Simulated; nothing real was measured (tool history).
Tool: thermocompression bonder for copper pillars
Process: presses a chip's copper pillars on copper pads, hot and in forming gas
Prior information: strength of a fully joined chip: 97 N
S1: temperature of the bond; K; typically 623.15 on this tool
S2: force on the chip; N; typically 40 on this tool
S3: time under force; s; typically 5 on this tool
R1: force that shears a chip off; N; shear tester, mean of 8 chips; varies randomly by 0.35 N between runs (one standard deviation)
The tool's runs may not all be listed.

run 1 hour=0.0 | S1=623.15 S2=40 S3=5 | R1=52.5
-- hour=13.8 force cell calibrated
run 2 hour=49.4 | S1=623.15 S2=40 S3=5 | R1=52.9
run 3 hour=81.7 | S1=623.15 S2=40 S3=5 | R1=52.6
run 4 hour=133.8 | S1=623.15 S2=40 S3=5 | R1=52.1
run 5 hour=173.1 | S1=623.15 S2=40 S3=5 | R1=52.0
run 6 hour=200.0 | S1=623.15 S2=45 S3=5 | R1=55.0
-- hour=221.0 forming gas filter changed
run 7 hour=242.0 | S1=623.15 S2=45 S3=5 | R1=59.6
run 8 hour=278.7 | S1=623.15 S2=45 S3=5 | R1=58.5
run 9 hour=327.3 | S1=623.15 S2=42 S3=5 | R1=56.3
run 10 hour=383.9 | S1=623.15 S2=40 S3=5 | R1=53.8
run 11 hour=432.7 | S1=623.15 S2=40 S3=5 | R1=53.1
run 12 hour=475.5 | S1=623.15 S2=40 S3=5 | R1=52.1
run 13 hour=503.9 | S1=623.15 S2=40 S3=5 | R1=52.5
run 14 hour=542.8 | S1=623.15 S2=40 S3=5 | R1=51.4
run 15 hour=576.2 | S1=623.15 S2=40 S3=5 | R1=51.3
run 16 hour=620.6 | S1=623.15 S2=51 S3=5 | R1=58.3
-- hour=644.0 forming gas filter changed
run 17 hour=677.2 | S1=593.15 S2=40 S3=5 | R1=42.4
run 18 hour=704.7 | S1=593.15 S2=40 S3=5 | R1=41.9
run 19 hour=729.3 | S1=593.15 S2=40 S3=5 | R1=41.3
run 20 hour=757.7 | S1=620.15 S2=40 S3=5 | R1=51.3
run 21 hour=813.4 | S1=647.15 S2=25 S3=9 | R1=55.6
run 22 hour=836.8 | S1=642.15 S2=38 S3=13 | R1=73.3
-- hour=889.5 heater calibrated with a thermocouple chip
run 23 hour=894.0 | S1=642.15 S2=31 S3=9 | R1=61.8
run 24 hour=924.0 | S1=642.15 S2=31 S3=9 | R1=60.9
run 25 hour=970.1 | S1=600.15 S2=58 S3=9 | R1=65.8
run 26 hour=993.6 | S1=632.15 S2=58 S3=10 | R1=76.6
run 27 hour=1035.3 | S1=623.15 S2=32 S3=5 | R1=44.8
run 28 hour=1064.5 | S1=623.15 S2=45 S3=5 | R1=55.1
-- hour=1070.9 forming gas filter changed
run 29 hour=1096.0 | S1=623.15 S2=45 S3=5 | R1=59.5
run 30 hour=1143.0 | S1=635.15 S2=45 S3=3 | R1=55.0
run 31 hour=1182.7 | S1=635.15 S2=45 S3=3 | R1=54.3
run 32 hour=1225.3 | S1=635.15 S2=45 S3=3 | R1=53.9
-- hour=1250.4 force cell calibrated
run 33 hour=1271.3 | S1=639.15 S2=37 S3=5 | R1=57.4
run 34 hour=1300.5 | S1=613.15 S2=33 S3=7 | R1=50.2
run 35 hour=1325.2 | S1=610.15 S2=40 S3=4 | R1=45.5
run 36 hour=1356.3 | S1=610.15 S2=40 S3=4 | R1=44.8
run 37 hour=1402.2 | S1=623.15 S2=26 S3=5 | R1=39.7
run 38 hour=1428.9 | S1=623.15 S2=26 S3=5 | R1=39.1
run 39 hour=1462.4 | S1=623.15 S2=26 S3=5 | R1=39.0

Each row is a separate what-if for the run after 39, all from the same tool condition, not one after another. Results?
-- hour=1495.5 forming gas filter changed
run A hour=1511.8 | S1=632.15 S2=40 S3=5 | R1=?
-- hour=1495.5 forming gas filter changed
run B hour=1511.8 | S1=608.15 S2=28 S3=3 | R1=?
-- hour=1495.5 forming gas filter changed
run C hour=1511.8 | S1=614.15 S2=54 S3=10 | R1=?
-- hour=1495.5 forming gas filter changed
run D hour=1511.8 | S1=623.15 S2=51 S3=5 | R1=?

run=A R1=59.0
run=B R1=32.4
run=C R1=75.0
run=D R1=64.6
Had the tool no hidden state, the same runs would have come out as:
run=A R1=60.9
run=B R1=33.8
run=C R1=76.9
run=D R1=66.6
